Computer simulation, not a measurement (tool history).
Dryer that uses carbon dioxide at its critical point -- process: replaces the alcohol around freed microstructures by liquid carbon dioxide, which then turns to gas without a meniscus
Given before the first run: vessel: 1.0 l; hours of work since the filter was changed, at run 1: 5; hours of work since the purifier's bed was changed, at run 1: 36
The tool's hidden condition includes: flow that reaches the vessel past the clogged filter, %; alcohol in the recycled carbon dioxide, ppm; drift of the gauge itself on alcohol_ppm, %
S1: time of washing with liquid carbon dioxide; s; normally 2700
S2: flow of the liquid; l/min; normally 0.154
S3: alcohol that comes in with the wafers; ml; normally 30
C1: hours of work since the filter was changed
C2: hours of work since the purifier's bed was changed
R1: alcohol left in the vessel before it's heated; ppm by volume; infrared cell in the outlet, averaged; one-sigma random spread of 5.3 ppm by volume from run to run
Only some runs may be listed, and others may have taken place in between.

run	hour	S1	S2	S3	C1	C2	R1
1	0	2700	0.154	30	5	36	152
2	10.6	2700	0.211	30	10	41	31
3	16.2	2700	0.11	30	12	44	677
4	24.9	2700	0.11	30	16	48	691
5	33	2700	0.11	57	20	52	1318
6	38.9	2700	0.11	57	23	55	1301
7	44.4	2700	0.11	57	26	57	1373
8	52.6	2700	0.154	30	29	61	159
9	63.7	2700	0.154	30	35	66	161
10	70.3	2700	0.154	30	38	70	155
11	78.4	2700	0.154	30	42	73	160
12	85.7	2700	0.154	30	45	77	162
13	96.5	2700	0.154	30	50	82	175
14	103.5	2700	0.154	30	53	85	175
15	111.6	2700	0.154	30	57	89	167
16	117	2700	0.154	30	60	92	176
17	123.4	2700	0.154	94	63	95	465
18	130	3180	0.219	30	66	98	39
19	136.2	3720	0.219	34	69	101	41
20	142.9	3480	0.11	102	72	104	867
21	153.2	3600	0.196	30	77	109	39
22	159.5	3600	0.196	30	80	112	51
23	165	2880	0.218	89	82	114	62
24	170.8	1920	0.261	30	85	117	77
25	181.8	2700	0.127	30	90	122	445
26	186.5	2700	0.127	30	92	124	443
27	191.3	2700	0.108	30	95	127	839
28	202.3	4200	0.154	68	100	132	54
29	210.2	3840	0.117	90	104	136	377
30	216.1	2100	0.13	29	106	138	997
31	227.1	2700	0.154	46	112	143	273
32	234.7	2700	0.154	46	115	147	285
33	242.4	3420	0.11	70	119	151	720

Had the tool no unlogged condition, and each run kept its random variation, what would the results have been?
run	R1
1	136
2	17
3	639
4	650
5	1244
6	1224
7	1287
8	130
9	130
10	122
11	124
12	124
13	135
14	132
15	122
16	129
17	381
18	7
19	8
20	730
21	3
22	14
23	21
24	32
25	352
26	347
27	701
28	8
29	268
30	831
31	184
32	190
33	548

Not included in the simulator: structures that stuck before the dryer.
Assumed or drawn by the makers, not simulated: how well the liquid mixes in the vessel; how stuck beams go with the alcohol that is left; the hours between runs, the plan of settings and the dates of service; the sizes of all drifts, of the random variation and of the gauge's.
